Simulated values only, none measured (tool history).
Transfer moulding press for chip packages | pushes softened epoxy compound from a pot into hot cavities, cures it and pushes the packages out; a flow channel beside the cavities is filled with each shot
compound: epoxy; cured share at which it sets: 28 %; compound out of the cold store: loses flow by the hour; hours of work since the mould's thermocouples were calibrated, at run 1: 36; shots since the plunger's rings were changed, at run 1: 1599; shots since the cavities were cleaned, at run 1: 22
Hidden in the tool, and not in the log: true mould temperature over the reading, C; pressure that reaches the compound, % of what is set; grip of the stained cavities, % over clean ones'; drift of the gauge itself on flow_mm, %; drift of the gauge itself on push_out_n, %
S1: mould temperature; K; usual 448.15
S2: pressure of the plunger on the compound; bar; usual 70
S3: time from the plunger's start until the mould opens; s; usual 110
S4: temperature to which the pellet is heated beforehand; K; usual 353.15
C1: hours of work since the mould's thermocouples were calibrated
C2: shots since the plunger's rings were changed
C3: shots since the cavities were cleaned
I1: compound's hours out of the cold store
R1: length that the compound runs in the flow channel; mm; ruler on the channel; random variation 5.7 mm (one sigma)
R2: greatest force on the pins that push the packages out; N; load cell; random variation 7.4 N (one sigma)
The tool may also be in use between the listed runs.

run,hour,S1,S2,S3,S4,C1,C2,C3,I1,R1,R2
1,0,448.15,70,110,353.15,36,1599,22,34.9,517,308
2,7.1,448.15,70,110,353.15,39,1653,76,16.4,578,332
3,20.1,448.15,70,110,353.15,44,1753,176,21.6,553,359
4,29.3,448.15,70,110,353.15,48,1824,247,45.3,496,354
5,40.7,448.15,70,110,353.15,53,1912,335,10.8,588,402
6,47.5,448.15,70,110,353.15,56,1965,388,42.4,495,399
# hour 58.5: cavities cleaned with cleaning compound and waxed
7,59.5,448.15,70,110,353.15,60,2046,8,46.9,499,302
8,69.5,448.15,70,110,353.15,65,2123,85,39.3,501,318
9,78.9,448.15,69,110,353.15,69,2196,158,15.7,568,366
10,93.2,448.15,70,128,353.15,75,2306,268,11.6,583,349
11,99.5,448.15,70,128,353.15,78,2355,317,10.2,596,338
12,113.9,448.15,70,128,353.15,84,2466,428,35.8,513,376
# hour 119.8: cavities cleaned with cleaning compound and waxed
13,123.8,448.15,70,110,353.15,87,2530,30,9.2,588,333
14,133.5,448.15,74.1,148,343.15,92,2605,105,15.9,577,297
15,145.4,448.15,70.5,149,363.15,97,2697,197,9.8,582,326
16,160.6,448.15,70.5,131,354.15,103,2814,314,9.2,583,342
17,171.7,450.15,81.1,131,362.15,108,2900,400,15.6,602,359
# hour 182.2: cavities cleaned with cleaning compound and waxed
18,182.7,442.15,81.8,123,346.15,112,2973,4,31,573,337
19,193.4,442.15,81.8,123,346.15,117,3056,87,8.5,646,379
20,201.8,442.15,81.8,123,346.15,120,3121,152,14.8,623,384
21,211.8,442.15,81.8,123,346.15,125,3198,229,8.2,642,428
22,226.7,448.15,66.7,116,353.15,131,3313,344,29.6,504,379
23,233.8,448.15,70,106,353.15,134,3367,398,16.1,553,416
# hour 244.3: cavities cleaned with cleaning compound and waxed
24,246.5,448.15,70,106,353.15,139,3454,17,46.3,476,311
25,261,448.15,70,106,353.15,145,3565,128,20.6,543,380
26,272.9,448.15,70,106,354.15,150,3657,220,8.2,578,388

The same runs without the tool's hidden state, with the same run-to-run variation:
run,R1,R2
1,533,301
2,597,308
3,572,309
4,514,291
5,611,316
6,515,308
7,519,300
8,522,293
9,592,321
10,610,284
11,624,268
12,538,285
13,617,311
14,608,259
15,614,268
16,617,266
17,637,271
18,608,337
19,687,352
20,663,339
21,685,361
22,539,299
23,592,321
24,510,299
25,584,334
26,622,320

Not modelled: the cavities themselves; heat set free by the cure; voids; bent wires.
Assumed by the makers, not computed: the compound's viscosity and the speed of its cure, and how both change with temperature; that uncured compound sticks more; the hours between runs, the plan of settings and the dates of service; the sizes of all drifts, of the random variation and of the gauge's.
